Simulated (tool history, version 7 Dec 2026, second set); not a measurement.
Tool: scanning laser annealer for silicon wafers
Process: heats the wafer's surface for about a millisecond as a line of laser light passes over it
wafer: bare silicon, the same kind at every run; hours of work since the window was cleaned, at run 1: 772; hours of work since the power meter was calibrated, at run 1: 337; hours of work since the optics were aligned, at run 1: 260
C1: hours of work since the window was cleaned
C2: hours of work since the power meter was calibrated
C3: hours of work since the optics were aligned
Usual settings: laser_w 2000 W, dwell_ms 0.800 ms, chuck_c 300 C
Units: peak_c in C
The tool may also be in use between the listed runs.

{"run": 1, "day": 0.0, "laser_w": 2000, "dwell_ms": 0.8, "chuck_c": 300, "C1": 772, "C2": 337, "C3": 260, "peak_c": 1026}
{"run": 2, "day": 0.462, "laser_w": 2000, "dwell_ms": 0.8, "chuck_c": 300, "C1": 780, "C2": 345, "C3": 268, "peak_c": 1030}
{"run": 3, "day": 0.892, "laser_w": 2000, "dwell_ms": 0.8, "chuck_c": 300, "C1": 788, "C2": 353, "C3": 276, "peak_c": 1028}
{"run": 4, "day": 1.267, "laser_w": 2128, "dwell_ms": 0.8, "chuck_c": 300, "C1": 795, "C2": 360, "C3": 283, "peak_c": 1070}
{"run": 5, "day": 1.738, "laser_w": 2000, "dwell_ms": 0.757, "chuck_c": 300, "C1": 804, "C2": 369, "C3": 292, "peak_c": 1005}
{"run": 6, "day": 2.029, "laser_w": 2000, "dwell_ms": 0.757, "chuck_c": 300, "C1": 810, "C2": 375, "C3": 298, "peak_c": 1005}
{"run": 7, "day": 2.262, "laser_w": 2000, "dwell_ms": 0.757, "chuck_c": 300, "C1": 814, "C2": 379, "C3": 302, "peak_c": 1003}
{"run": 8, "day": 2.625, "laser_w": 2000, "dwell_ms": 0.8, "chuck_c": 289, "C1": 821, "C2": 386, "C3": 309, "peak_c": 1015}
{"run": 9, "day": 2.958, "laser_w": 2000, "dwell_ms": 0.8, "chuck_c": 289, "C1": 827, "C2": 392, "C3": 315, "peak_c": 1018}
{"run": 10, "day": 3.338, "laser_w": 2000, "dwell_ms": 0.8, "chuck_c": 311, "C1": 834, "C2": 399, "C3": 322, "peak_c": 1034}
{"run": 11, "day": 3.796, "laser_w": 2000, "dwell_ms": 0.8, "chuck_c": 311, "C1": 843, "C2": 408, "C3": 331, "peak_c": 1036}
{"run": 12, "day": 4.288, "laser_w": 2000, "dwell_ms": 0.8, "chuck_c": 311, "C1": 852, "C2": 417, "C3": 340, "peak_c": 1035}
{"run": 13, "day": 4.638, "laser_w": 2000, "dwell_ms": 0.8, "chuck_c": 300, "C1": 858, "C2": 423, "C3": 346, "peak_c": 1027}
{"run": 14, "day": 4.929, "laser_w": 2000, "dwell_ms": 0.8, "chuck_c": 300, "C1": 864, "C2": 429, "C3": 352, "peak_c": 1024}
{"run": 15, "day": 5.288, "laser_w": 2000, "dwell_ms": 0.8, "chuck_c": 300, "C1": 871, "C2": 435, "C3": 359, "peak_c": 1028}
{"run": 16, "day": 5.562, "laser_w": 2000, "dwell_ms": 0.8, "chuck_c": 300, "C1": 876, "C2": 441, "C3": 364, "peak_c": 1023}
{"run": 17, "day": 5.829, "laser_w": 2000, "dwell_ms": 0.8, "chuck_c": 300, "C1": 881, "C2": 446, "C3": 369, "peak_c": 1022}
{"run": 18, "day": 6.062, "laser_w": 1706, "dwell_ms": 0.703, "chuck_c": 300, "C1": 885, "C2": 450, "C3": 373, "peak_c": 881}
{"run": 19, "day": 6.3, "laser_w": 1706, "dwell_ms": 0.703, "chuck_c": 300, "C1": 890, "C2": 454, "C3": 378, "peak_c": 884}
{"run": 20, "day": 6.675, "laser_w": 1706, "dwell_ms": 0.703, "chuck_c": 300, "C1": 897, "C2": 461, "C3": 385, "peak_c": 881}
{"run": 21, "day": 7.096, "laser_w": 1706, "dwell_ms": 0.703, "chuck_c": 300, "C1": 904, "C2": 469, "C3": 392, "peak_c": 879}
{"run": 22, "day": 7.438, "laser_w": 1706, "dwell_ms": 0.703, "chuck_c": 300, "C1": 911, "C2": 476, "C3": 399, "peak_c": 877}
{"run": 23, "day": 7.683, "laser_w": 2044, "dwell_ms": 0.78, "chuck_c": 324, "C1": 915, "C2": 480, "C3": 403, "peak_c": 1050}
{"run": 24, "day": 7.958, "laser_w": 2000, "dwell_ms": 0.924, "chuck_c": 300, "C1": 920, "C2": 485, "C3": 409, "peak_c": 1083}
{"run": 25, "day": 8.162, "laser_w": 2000, "dwell_ms": 0.899, "chuck_c": 300, "C1": 924, "C2": 489, "C3": 412, "peak_c": 1070}
{"run": 26, "day": 8.479, "laser_w": 2000, "dwell_ms": 0.637, "chuck_c": 300, "C1": 930, "C2": 495, "C3": 418, "peak_c": 938}
{"run": 27, "day": 8.875, "laser_w": 2014, "dwell_ms": 0.8, "chuck_c": 297, "C1": 938, "C2": 503, "C3": 426, "peak_c": 1023}
{"run": 28, "day": 9.246, "laser_w": 1780, "dwell_ms": 0.567, "chuck_c": 312, "C1": 945, "C2": 509, "C3": 433, "peak_c": 847}
{"run": 29, "day": 9.562, "laser_w": 2000, "dwell_ms": 0.784, "chuck_c": 267, "C1": 951, "C2": 515, "C3": 439, "peak_c": 977}
{"run": 30, "day": 9.825, "laser_w": 1772, "dwell_ms": 0.674, "chuck_c": 267, "C1": 955, "C2": 520, "C3": 443, "peak_c": 849}
{"run": 31, "day": 10.312, "laser_w": 1772, "dwell_ms": 0.674, "chuck_c": 267, "C1": 965, "C2": 529, "C3": 453, "peak_c": 848}
{"day": 10.633, "done": "window over the wafer cleaned"}
{"run": 32, "day": 10.888, "laser_w": 1850, "dwell_ms": 0.674, "chuck_c": 290, "C1": 5, "C2": 539, "C3": 462, "peak_c": 926}
{"run": 33, "day": 11.179, "laser_w": 1850, "dwell_ms": 0.674, "chuck_c": 290, "C1": 10, "C2": 544, "C3": 467, "peak_c": 929}
{"run": 34, "day": 11.462, "laser_w": 1747, "dwell_ms": 0.988, "chuck_c": 282, "C1": 16, "C2": 549, "C3": 473, "peak_c": 1033}

Forecast each of these 3 alternatives for the next run:
{"run": "A", "day": 11.775, "laser_w": 2177, "dwell_ms": 0.753, "chuck_c": 291, "C1": 21, "C2": 555, "C3": 478, "peak_c": "?"}
{"run": "B", "day": 11.775, "laser_w": 1969, "dwell_ms": 0.887, "chuck_c": 273, "C1": 21, "C2": 555, "C3": 478, "peak_c": "?"}
{"run": "C", "day": 11.775, "laser_w": 1747, "dwell_ms": 0.988, "chuck_c": 307, "C1": 21, "C2": 555, "C3": 478, "peak_c": "?"}

run=A peak_c=1081
run=B peak_c=1062
run=C peak_c=1057
Without the tool's hidden state the same runs would have given:
run=A peak_c=1083
run=B peak_c=1064
run=C peak_c=1060
